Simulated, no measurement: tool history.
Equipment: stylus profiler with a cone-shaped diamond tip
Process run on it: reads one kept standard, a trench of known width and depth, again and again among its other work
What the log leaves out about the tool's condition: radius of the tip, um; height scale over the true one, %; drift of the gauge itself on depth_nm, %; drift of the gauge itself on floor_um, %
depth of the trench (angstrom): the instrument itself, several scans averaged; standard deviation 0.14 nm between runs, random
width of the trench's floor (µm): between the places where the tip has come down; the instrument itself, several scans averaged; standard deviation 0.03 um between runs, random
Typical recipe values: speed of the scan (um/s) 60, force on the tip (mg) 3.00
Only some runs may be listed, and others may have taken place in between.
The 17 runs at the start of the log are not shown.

run,hour,speed of the scan (um/s),force on the tip (mg),scans with this tip,hours of work since the height scale was calibrated,depth of the trench (angstrom),width of the trench's floor (µm)
18,508.7,229,4.90,9337,663,5068.9,95.70
19,546.3,229,4.90,9670,687,5067.1,95.64
20,582.2,170,1.39,9987,709,5032.2,95.38
21,625.9,204,8.12,10373,737,5097.9,95.82
22,654.9,105,2.43,10630,755,5044.2,95.81
23,685.3,105,2.06,10900,774,5038.8,95.77
# hour 689.5: height scale calibrated on a step standard
24,716.8,105,2.06,11174,17,5039.4,95.76
25,746.7,105,2.06,11439,36,5045.5,95.71
26,786.4,60,1.55,11790,61,5035.1,95.85
27,807.7,60,1.55,11978,74,5038.2,95.84
28,847.6,175,7.66,12331,99,5091.0,95.74
29,883.9,175,7.66,12652,122,5094.9,95.69
# hour 889.4: height scale calibrated on a step standard, once more
30,927.0,39,1.44,13029,24,5027.0,95.85
31,964.2,143,5.36,13358,47,5068.4,95.69

What does the tool deliver on the next run?
32,1005.4,184,2.60,13723,73,?,?

depth of the trench (angstrom): 5043.7
width of the trench's floor (µm): 95.29
With the hidden condition absent and the run-to-run variation left alone, this run would have shown depth of the trench (angstrom) 5042.9, width of the trench's floor (µm) 96.25.

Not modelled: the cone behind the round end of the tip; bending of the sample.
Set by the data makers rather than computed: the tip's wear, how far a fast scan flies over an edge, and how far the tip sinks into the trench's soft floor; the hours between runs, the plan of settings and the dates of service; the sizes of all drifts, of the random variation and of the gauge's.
